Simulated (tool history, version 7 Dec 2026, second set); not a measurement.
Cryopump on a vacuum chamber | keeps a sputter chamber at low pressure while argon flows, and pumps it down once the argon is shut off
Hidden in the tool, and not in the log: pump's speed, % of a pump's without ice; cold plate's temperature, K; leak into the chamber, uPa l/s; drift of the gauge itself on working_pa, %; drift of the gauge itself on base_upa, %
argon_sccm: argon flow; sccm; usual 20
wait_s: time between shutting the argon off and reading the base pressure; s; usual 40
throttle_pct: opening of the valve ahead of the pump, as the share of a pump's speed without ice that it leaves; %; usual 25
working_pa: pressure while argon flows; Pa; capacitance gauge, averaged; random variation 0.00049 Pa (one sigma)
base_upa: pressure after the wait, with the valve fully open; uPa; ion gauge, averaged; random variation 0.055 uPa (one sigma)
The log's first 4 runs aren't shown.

| run | hour | argon_sccm | wait_s | throttle_pct | hours of work since the pump was warmed up and emptied | hours of work since the cold head was overhauled | hours of work since the chamber's fittings were tightened | working_pa | base_upa |
|---|---|---|---|---|---|---|---|---|---|
| 5 | 49.2 | 20 | 51 | 16 | 528 | 528 | 2394 | 0.2240 | 4.07 |
| 6 | 62.2 | 20 | 40 | 45 | 538 | 538 | 2404 | 0.0822 | 4.52 |
| 7 | 74.7 | 20 | 40 | 25 | 548 | 548 | 2414 | 0.1453 | 4.85 |
| 8 | 89.0 | 20 | 40 | 30 | 559 | 559 | 2425 | 0.1220 | 4.81 |
| 9 | 101.3 | 20 | 40 | 25 | 569 | 569 | 2434 | 0.1449 | 4.69 |
| 10 | 112.1 | 20 | 40 | 25 | 577 | 577 | 2443 | 0.1460 | 4.74 |
| 11 | 130.5 | 20 | 40 | 25 | 592 | 592 | 2457 | 0.1453 | 4.64 |
| 12 | 143.3 | 20 | 40 | 25 | 602 | 602 | 2467 | 0.1450 | 4.74 |
| 13 | 156.3 | 20 | 40 | 60 | 612 | 612 | 2478 | 0.0631 | 4.68 |
| 14 | 166.7 | 20 | 40 | 60 | 620 | 620 | 2486 | 0.0628 | 4.74 |
| 15 | 184.5 | 20 | 40 | 60 | 634 | 634 | 2500 | 0.0633 | 4.84 |
| 16 | 203.6 | 20 | 21 | 60 | 649 | 649 | 2515 | 0.0630 | 7.61 |
| 17 | 218.4 | 20 | 40 | 34 | 661 | 661 | 2526 | 0.1089 | 4.76 |
| 18 | 231.0 | 39 | 40 | 26 | 671 | 671 | 2536 | 0.2743 | 4.73 |
| 19 | 250.6 | 27 | 23 | 25 | 686 | 686 | 2552 | 0.1971 | 7.29 |
| 20 | 269.0 | 14 | 40 | 29 | 701 | 701 | 2566 | 0.0877 | 4.82 |
| 21 | 288.2 | 20 | 40 | 55 | 716 | 716 | 2581 | 0.0688 | 4.79 |

The next listed run, before its measurement:
|  | 295.5 | leaking fittings of the chamber tightened, without venting |
| 22 | 301.7 | 22 | 24 | 37 | 725 | 725 | 5 | ? | ? |

working_pa: 0.1107 Pa
base_upa: 5.57 uPa
Without the tool's hidden state the same run would have given working_pa 0.1055 Pa, base_upa 5.49 uPa.
